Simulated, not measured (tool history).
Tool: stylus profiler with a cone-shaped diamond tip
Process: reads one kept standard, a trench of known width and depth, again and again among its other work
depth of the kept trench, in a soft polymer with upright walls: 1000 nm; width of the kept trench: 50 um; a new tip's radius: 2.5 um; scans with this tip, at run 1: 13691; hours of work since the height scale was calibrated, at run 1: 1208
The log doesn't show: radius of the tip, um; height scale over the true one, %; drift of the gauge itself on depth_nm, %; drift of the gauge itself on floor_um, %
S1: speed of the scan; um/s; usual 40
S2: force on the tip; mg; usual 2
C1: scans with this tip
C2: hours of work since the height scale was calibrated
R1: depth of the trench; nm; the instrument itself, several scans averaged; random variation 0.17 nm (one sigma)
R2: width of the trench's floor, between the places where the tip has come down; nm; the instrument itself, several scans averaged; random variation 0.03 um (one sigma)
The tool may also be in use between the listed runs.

Run 1, hour 0: usual settings; C1 13691; C2 1208. Result: R1 1009.2 nm, R2 44820 nm.
Run 2, hour 15.3: usual settings but S2 1.56 mg; C1 13812; C2 1218. Result: R1 1008.01 nm, R2 44750 nm.
Run 3, hour 31.6: usual settings but S2 1.56 mg; C1 13942; C2 1230. Result: R1 1008.05 nm, R2 44670 nm.
Run 4, hour 49.5: usual settings but S2 1.56 mg; C1 14084; C2 1242. Result: R1 1008.09 nm, R2 44700 nm.
Run 5, hour 76.4: usual settings but S2 1.56 mg; C1 14298; C2 1261. Result: R1 1007.8 nm, R2 44730 nm.
Run 6, hour 94.6: usual settings but S2 1.56 mg; C1 14442; C2 1274. Result: R1 1007.59 nm, R2 44730 nm.
Run 7, hour 111.2: usual settings but S2 1.56 mg; C1 14574; C2 1285. Result: R1 1007.69 nm, R2 44730 nm.
Run 8, hour 130.3: usual settings but S2 1.56 mg; C1 14725; C2 1299. Result: R1 1007.95 nm, R2 44690 nm.
Run 9, hour 163.1: usual settings; C1 14986; C2 1322. Result: R1 1009.41 nm, R2 44700 nm.
Run 10, hour 188.1: usual settings but S1 136 um/s; C1 15184; C2 1339. Result: R1 1009.35 nm, R2 44200 nm.
Run 11, hour 212.3: usual settings but S2 3.91 mg; C1 15376; C2 1356. Result: R1 1015.56 nm, R2 44760 nm.
Run 12, hour 245.2: usual settings but S2 2.09 mg; C1 15638; C2 1379. Result: R1 1009.79 nm, R2 44650 nm.
Run 13, hour 276.7: usual settings; C1 15887; C2 1401. Result: R1 1009.62 nm, R2 44650 nm.
Run 14, hour 303.8: usual settings; C1 16103; C2 1420. Result: R1 1009.4 nm, R2 44630 nm.
Run 15, hour 332.7: usual settings; C1 16332; C2 1440. Result: R1 1009.43 nm, R2 44590 nm.
Run 16, hour 351.8: usual settings; C1 16484; C2 1454. Result: R1 1009.46 nm, R2 44630 nm.
Run 17, hour 374.9: usual settings; C1 16667; C2 1470. Result: R1 1009.07 nm, R2 44600 nm.
Run 18, hour 395.6: usual settings but S1 96 um/s; C1 16831; C2 1484. Result: R1 1009.19 nm, R2 44310 nm.
Run 19, hour 410.8: usual settings but S1 15 um/s; C1 16952; C2 1495. Result: R1 1009.29 nm, R2 44690 nm.
Run 20, hour 436: usual settings; C1 17152; C2 1513. Result: R1 1009.03 nm, R2 44560 nm.
Run 21, hour 451.9: usual settings but S2 4.32 mg; C1 17278; C2 1524. Result: R1 1017.06 nm, R2 44560 nm.
Run 22, hour 475.8: usual settings but S2 4.32 mg; C1 17468; C2 1541. Result: R1 1016.8 nm, R2 44610 nm.
Run 23, hour 508.5: usual settings but S2 4.32 mg; C1 17728; C2 1564. Result: R1 1016.85 nm, R2 44590 nm.
Run 24, hour 535.8: usual settings but S1 18 um/s; C1 17944; C2 1583. Result: R1 1008.84 nm, R2 44620 nm.
Run 25, hour 568.3: usual settings but S1 81 um/s, S2 3.84 mg; C1 18202; C2 1605. Result: R1 1015.32 nm, R2 44380 nm.
Run 26, hour 584.5: usual settings but S1 133 um/s, S2 0.84 mg; C1 18330; C2 1617. Result: R1 1003.96 nm, R2 43650 nm.
Run 27, hour 601.1: usual settings but S1 55 um/s, S2 1.06 mg; C1 18463; C2 1628. Result: R1 1004.75 nm, R2 44250 nm.
Run 28, hour 622.3: usual settings but S1 137 um/s, S2 1.06 mg; C1 18631; C2 1643. Result: R1 1004.82 nm, R2 43650 nm.
Run 29, hour 655.5: usual settings but S1 39 um/s, S2 4.72 mg; C1 18895; C2 1666. Result: R1 1017.76 nm, R2 44510 nm.
Run 30, hour 677.5: usual settings but S1 29 um/s, S2 2.49 mg; C1 19069; C2 1682. Result: R1 1010.46 nm, R2 44510 nm.
At hour 680.6: height scale calibrated on a step standard.
Run 31, hour 692.5: usual settings but S1 32 um/s; C1 19184; C2 8. Result: R1 1007.7 nm, R2 44440 nm.
Run 32, hour 721.8: usual settings but S1 32 um/s; C1 19417; C2 29. Result: R1 1007.71 nm, R2 44390 nm.
Run 33, hour 741: usual settings but S1 32 um/s; C1 19569; C2 42. Result: R1 1007.55 nm, R2 44460 nm.
Run 34, hour 755.3: usual settings but S1 19 um/s, S2 2.31 mg; C1 19682; C2 52. Result: R1 1008.82 nm, R2 44500 nm.

Run 35 comes next. What will it give?
At hour 771.6: height scale calibrated on a step standard, once more.
Run 35, hour 789.5: usual settings but S1 41 um/s, S2 1.39 mg; C1 19950; C2 13. Result: R1 ?, R2 ?.

R1: 1008.63 nm
R2: 44380 nm
Without the tool's hidden state the same run would have given R1 1008.97 nm, R2 45800 nm.

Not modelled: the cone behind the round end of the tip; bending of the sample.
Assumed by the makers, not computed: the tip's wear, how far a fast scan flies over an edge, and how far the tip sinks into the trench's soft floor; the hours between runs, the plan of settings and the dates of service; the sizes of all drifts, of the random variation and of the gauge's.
